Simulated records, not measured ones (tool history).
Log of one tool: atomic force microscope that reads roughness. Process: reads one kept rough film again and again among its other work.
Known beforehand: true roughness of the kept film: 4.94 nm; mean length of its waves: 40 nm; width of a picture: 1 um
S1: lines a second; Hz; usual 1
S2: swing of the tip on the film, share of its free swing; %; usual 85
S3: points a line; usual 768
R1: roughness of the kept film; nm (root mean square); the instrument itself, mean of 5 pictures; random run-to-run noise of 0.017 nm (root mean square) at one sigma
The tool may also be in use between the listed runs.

run 1 hour=0 | S1=1 S2=85 S3=768 | R1=3.722
-- hour=12.8 new tip fitted
run 2 hour=23.5 | S1=1 S2=85 S3=768 | R1=4.098
run 3 hour=59.5 | S1=1 S2=85 S3=450 | R1=3.962
run 4 hour=85.1 | S1=1 S2=85 S3=768 | R1=3.849
run 5 hour=128.2 | S1=1 S2=85 S3=768 | R1=3.729
-- hour=141 new tip fitted
run 6 hour=166.3 | S1=1 S2=85 S3=463 | R1=4.056
run 7 hour=192.9 | S1=1 S2=85 S3=463 | R1=3.96
run 8 hour=215 | S1=1 S2=85 S3=463 | R1=3.854
run 9 hour=246.6 | S1=1 S2=85 S3=768 | R1=3.787
-- hour=269.6 new tip fitted
run 10 hour=274.7 | S1=1.24 S2=85 S3=768 | R1=4.033
run 11 hour=318.7 | S1=1.24 S2=85 S3=768 | R1=3.852
run 12 hour=358.7 | S1=1.24 S2=85 S3=768 | R1=3.701
run 13 hour=391.2 | S1=1 S2=82 S3=768 | R1=3.737
-- hour=399 new tip fitted
run 14 hour=424.2 | S1=1.19 S2=85 S3=768 | R1=3.937
run 15 hour=454.5 | S1=1.19 S2=85 S3=768 | R1=3.847
run 16 hour=496.5 | S1=1.74 S2=82 S3=538 | R1=3.628
run 17 hour=520.3 | S1=1.74 S2=82 S3=538 | R1=3.519
-- hour=528.8 new tip fitted
run 18 hour=542.7 | S1=2.09 S2=66 S3=330 | R1=4.163
run 19 hour=573.6 | S1=1.01 S2=73 S3=631 | R1=4.15
run 20 hour=599.3 | S1=1.01 S2=73 S3=631 | R1=4.079
run 21 hour=628.2 | S1=0.56 S2=73 S3=410 | R1=4.043
run 22 hour=652.7 | S1=1 S2=64 S3=768 | R1=3.953
-- hour=660.5 new tip fitted
run 23 hour=680.5 | S1=1.4 S2=85 S3=429 | R1=3.935
run 24 hour=716.6 | S1=1.4 S2=62 S3=429 | R1=4.175
run 25 hour=746.5 | S1=1.4 S2=62 S3=429 | R1=4.048
run 26 hour=767.5 | S1=1.4 S2=62 S3=429 | R1=3.983
-- hour=791.6 new tip fitted
run 27 hour=792 | S1=1.51 S2=83 S3=429 | R1=3.965
run 28 hour=824.7 | S1=0.96 S2=83 S3=370 | R1=4.06
run 29 hour=864 | S1=0.96 S2=83 S3=370 | R1=3.91
run 30 hour=902.6 | S1=0.94 S2=57 S3=768 | R1=4.051

Branching from run 30: 4 alternative next runs. What would each branch give?
-- hour=921.3 new tip fitted
run A hour=946.7 | S1=0.94 S2=58 S3=768 | R1=?
-- hour=921.3 new tip fitted
run B hour=946.7 | S1=1.86 S2=64 S3=888 | R1=?
-- hour=921.3 new tip fitted
run C hour=946.7 | S1=0.53 S2=85 S3=433 | R1=?
-- hour=921.3 new tip fitted
run D hour=946.7 | S1=1.22 S2=57 S3=768 | R1=?

run=A R1=4.346
run=B R1=4.199
run=C R1=4.21
run=D R1=4.339
Without the tool's unlogged condition, the same runs would have read:
run=A R1=4.437
run=B R1=4.287
run=C R1=4.298
run=D R1=4.43
